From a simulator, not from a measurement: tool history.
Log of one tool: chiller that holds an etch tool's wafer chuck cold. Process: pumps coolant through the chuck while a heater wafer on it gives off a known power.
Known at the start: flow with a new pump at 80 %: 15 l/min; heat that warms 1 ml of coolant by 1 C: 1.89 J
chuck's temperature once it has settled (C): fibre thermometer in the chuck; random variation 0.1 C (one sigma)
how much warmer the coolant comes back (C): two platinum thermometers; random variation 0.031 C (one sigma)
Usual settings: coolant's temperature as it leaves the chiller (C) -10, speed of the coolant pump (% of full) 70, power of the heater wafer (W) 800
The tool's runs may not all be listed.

| run | day | coolant's temperature as it leaves the chiller (C) | speed of the coolant pump (% of full) | power of the heater wafer (W) | chuck's temperature once it has settled (C) | how much warmer the coolant comes back (C) |
|---|---|---|---|---|---|---|
| 1 | 0.000 | -10 | 70 | 800 | -4.3 | 1.99 |
| 2 | 1.442 | -16 | 70 | 800 | -10.1 | 2.01 |
| 3 | 2.483 | -10 | 100 | 800 | -5.8 | 1.34 |
| 4 | 4.088 | -10 | 100 | 800 | -5.7 | 1.30 |
| 5 | 5.346 | -13 | 70 | 800 | -7.0 | 1.95 |
| 6 | 6.979 | -10 | 87 | 800 | -5.2 | 1.55 |
| 7 | 8.708 | -10 | 70 | 800 | -4.3 | 2.00 |
| 8 | 10.779 | -10 | 70 | 800 | -4.2 | 2.00 |
| 9 | 11.938 | -10 | 70 | 800 | -4.3 | 2.00 |
| 10 | 13.254 | 0 | 70 | 800 | 5.5 | 1.98 |
| 11 | 14.312 | 0 | 70 | 800 | 5.9 | 1.92 |
| 12 | 15.917 | -5 | 70 | 467 | -2.0 | 1.21 |
| 13 | 17.221 | -10 | 62 | 414 | -7.0 | 1.19 |
| 14 | 19.092 | -3 | 69 | 611 | 1.4 | 1.53 |
| 15 | 20.408 | -20 | 98 | 447 | -18.0 | 0.74 |
| 16 | 22.562 | -2 | 70 | 587 | 1.9 | 1.43 |
| 17 | 24.162 | -16 | 90 | 468 | -13.8 | 0.88 |
|  | 25.962 | chiller's thermometer calibrated |
| 18 | 26.462 | -16 | 83 | 459 | -13.0 | 0.96 |
| 19 | 28.575 | -10 | 99 | 1153 | -3.2 | 1.92 |
| 20 | 30.508 | -6 | 69 | 1165 | 3.4 | 2.97 |
| 21 | 31.667 | -6 | 69 | 1165 | 3.4 | 2.92 |

3 ways to go on from here, each from the tool as it stands after run 21. What would each give?
| A | 32.733 | -10 | 96 | 498 | ? | ? |
| B | 32.733 | -7 | 69 | 534 | ? | ? |
| C | 32.733 | -15 | 68 | 748 | ? | ? |

| run | chuck's temperature once it has settled (C) | how much warmer the coolant comes back (C) |
|---|---|---|
| A | -6.9 | 0.91 |
| B | -2.7 | 1.46 |
| C | -9.0 | 1.95 |
Without the tool's hidden state the same runs would have given:
| run | chuck's temperature once it has settled (C) | how much warmer the coolant comes back (C) |
|---|---|---|
| A | -6.9 | 0.90 |
| B | -2.9 | 1.43 |
| C | -9.2 | 1.92 |
